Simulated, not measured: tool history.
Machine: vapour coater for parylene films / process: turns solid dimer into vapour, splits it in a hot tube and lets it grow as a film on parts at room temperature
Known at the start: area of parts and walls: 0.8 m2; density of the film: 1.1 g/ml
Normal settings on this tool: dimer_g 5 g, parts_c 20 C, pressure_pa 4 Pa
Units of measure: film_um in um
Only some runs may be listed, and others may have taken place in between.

{"run": 1, "hour": 0.0, "dimer_g": 5, "parts_c": 20, "pressure_pa": 4, "film_um": 2.75}
{"run": 2, "hour": 41.3, "dimer_g": 5, "parts_c": 20, "pressure_pa": 4, "film_um": 2.72}
{"run": 3, "hour": 78.2, "dimer_g": 5, "parts_c": 20, "pressure_pa": 4.64, "film_um": 2.62}
{"run": 4, "hour": 96.3, "dimer_g": 5, "parts_c": 20, "pressure_pa": 4.64, "film_um": 2.6}
{"hour": 119.7, "done": "trap's valve overhauled"}
{"run": 5, "hour": 129.8, "dimer_g": 5, "parts_c": 20, "pressure_pa": 4, "film_um": 2.93}
{"run": 6, "hour": 161.4, "dimer_g": 5, "parts_c": 20, "pressure_pa": 7.3, "film_um": 2.61}
{"run": 7, "hour": 188.3, "dimer_g": 5, "parts_c": 15, "pressure_pa": 4, "film_um": 3.14}
{"run": 8, "hour": 223.0, "dimer_g": 7, "parts_c": 28, "pressure_pa": 9.39, "film_um": 2.86}
{"run": 9, "hour": 265.0, "dimer_g": 7, "parts_c": 28, "pressure_pa": 9.39, "film_um": 2.81}
{"run": 10, "hour": 291.9, "dimer_g": 8, "parts_c": 31, "pressure_pa": 3.54, "film_um": 3.52}
{"run": 11, "hour": 311.9, "dimer_g": 5, "parts_c": 25, "pressure_pa": 4.59, "film_um": 2.35}
{"run": 12, "hour": 353.3, "dimer_g": 5, "parts_c": 27, "pressure_pa": 4.01, "film_um": 2.28}
{"run": 13, "hour": 384.5, "dimer_g": 7, "parts_c": 19, "pressure_pa": 6.49, "film_um": 3.48}
{"hour": 413.6, "done": "trap's valve overhauled"}
{"run": 14, "hour": 421.3, "dimer_g": 5, "parts_c": 27, "pressure_pa": 8.87, "film_um": 2.23}

What would each run have given without the hidden state, its run-to-run variation left as it was?
Unlogged tool condition in this case: vapour lost through the trap's worn valve, %; true temperature of the parts over the reading, C; drift of the gauge itself on film_um, %.
run=1 film_um=2.97
run=2 film_um=2.98
run=3 film_um=2.92
run=4 film_um=2.92
run=5 film_um=2.98
run=6 film_um=2.69
run=7 film_um=3.28
run=8 film_um=3.03
run=9 film_um=3.02
run=10 film_um=3.84
run=11 film_um=2.58
run=12 film_um=2.56
run=13 film_um=3.96
run=14 film_um=2.26

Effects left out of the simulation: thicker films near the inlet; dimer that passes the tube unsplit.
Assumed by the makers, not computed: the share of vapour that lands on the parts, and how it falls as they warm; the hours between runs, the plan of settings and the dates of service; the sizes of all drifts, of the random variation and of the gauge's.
